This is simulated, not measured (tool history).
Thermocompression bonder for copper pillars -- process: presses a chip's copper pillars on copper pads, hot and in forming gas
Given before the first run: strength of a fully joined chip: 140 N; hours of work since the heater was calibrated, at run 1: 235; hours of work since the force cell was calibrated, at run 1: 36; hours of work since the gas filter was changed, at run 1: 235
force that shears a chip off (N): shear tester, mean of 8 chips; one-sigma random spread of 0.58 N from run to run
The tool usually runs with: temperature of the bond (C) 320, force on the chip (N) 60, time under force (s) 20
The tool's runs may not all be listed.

run,hour,temperature of the bond (C),force on the chip (N),time under force (s),hours of work since the heater was calibrated,hours of work since the force cell was calibrated,hours of work since the gas filter was changed,force that shears a chip off (N)
1,0.0,320,60,20,235,36,235,69.2
2,68.7,320,60,20,267,69,267,67.4
3,122.1,320,60,20,293,94,293,67.2
# hour 185.6: forming gas filter changed
4,188.5,320,60,20,324,126,1,70.8
5,242.9,320,60,20,350,152,27,69.5
6,278.1,320,60,20,367,168,44,70.1
7,335.6,320,60,20,395,196,72,69.1
8,412.4,320,60,20,431,233,108,66.5
9,472.3,320,60,20,460,261,137,67.9
10,541.6,320,72,20,493,294,170,75.0
11,614.0,320,72,20,528,329,205,75.3
12,684.9,320,72,20,562,363,239,74.8
13,743.4,320,43,20,590,391,267,49.6
14,798.3,320,43,20,616,417,293,48.8
# hour 864.1: forming gas filter changed
15,874.6,320,43,20,652,453,5,51.7
16,916.6,320,60,20,672,473,25,66.2
17,997.3,320,60,20,711,512,64,65.3
18,1032.5,320,60,20,728,529,80,64.5
19,1070.0,320,60,20,745,547,98,64.0
20,1116.4,292,60,20,768,569,121,46.6
# hour 1123.1: force cell calibrated
21,1173.3,292,60,20,794,24,147,45.3
22,1207.5,349,77,16,810,40,163,88.6
# hour 1245.1: force cell calibrated, once more
23,1246.7,320,60,24,828,1,181,70.1
24,1329.5,320,83,26,868,40,221,88.0
25,1363.1,315,46,20,884,56,237,50.7
26,1409.6,315,46,20,906,79,259,50.2
27,1445.9,306,90,16,924,96,277,69.7
28,1515.4,338,50,43,957,129,310,84.9
# hour 1543.4: forming gas filter changed
29,1587.0,338,43,20,991,163,21,62.5
30,1637.7,338,43,20,1015,187,45,60.9
# hour 1663.7: heater calibrated with a thermocouple chip
31,1713.9,317,60,13,24,223,81,58.3
32,1789.1,320,57,35,60,259,116,80.5
33,1824.2,320,57,35,77,276,133,79.3
34,1866.6,337,44,35,97,296,154,78.6
35,1909.2,320,77,40,117,316,174,97.3
36,1981.5,320,77,40,152,351,208,98.0
37,2045.8,348,56,20,183,381,239,79.7
38,2100.9,318,44,20,209,408,265,50.0
39,2173.5,318,44,20,244,442,300,49.8
40,2216.4,341,60,13,264,463,321,68.1

Per-run results on a tool with no hidden state, each run keeping its own random variation:
What the log doesn't record here: true temperature of the bond over the reading, C; force that reaches the chip, % of what is set; oxide that the forming gas leaves, % of the face; drift of the gauge itself on shear_n, %.
run,force that shears a chip off (N)
1,74.0
2,73.0
3,73.4
4,73.5
5,72.8
6,73.9
7,73.7
8,71.8
9,74.1
10,82.4
11,83.8
12,84.2
13,57.3
14,57.0
15,57.4
16,73.2
17,73.2
18,72.8
19,72.7
20,54.5
21,55.1
22,101.6
23,76.9
24,96.7
25,57.3
26,57.3
27,79.2
28,95.9
29,68.2
30,67.1
31,60.7
32,84.6
33,83.8
34,83.7
35,103.4
36,105.4
37,87.3
38,56.1
39,56.5
40,77.1

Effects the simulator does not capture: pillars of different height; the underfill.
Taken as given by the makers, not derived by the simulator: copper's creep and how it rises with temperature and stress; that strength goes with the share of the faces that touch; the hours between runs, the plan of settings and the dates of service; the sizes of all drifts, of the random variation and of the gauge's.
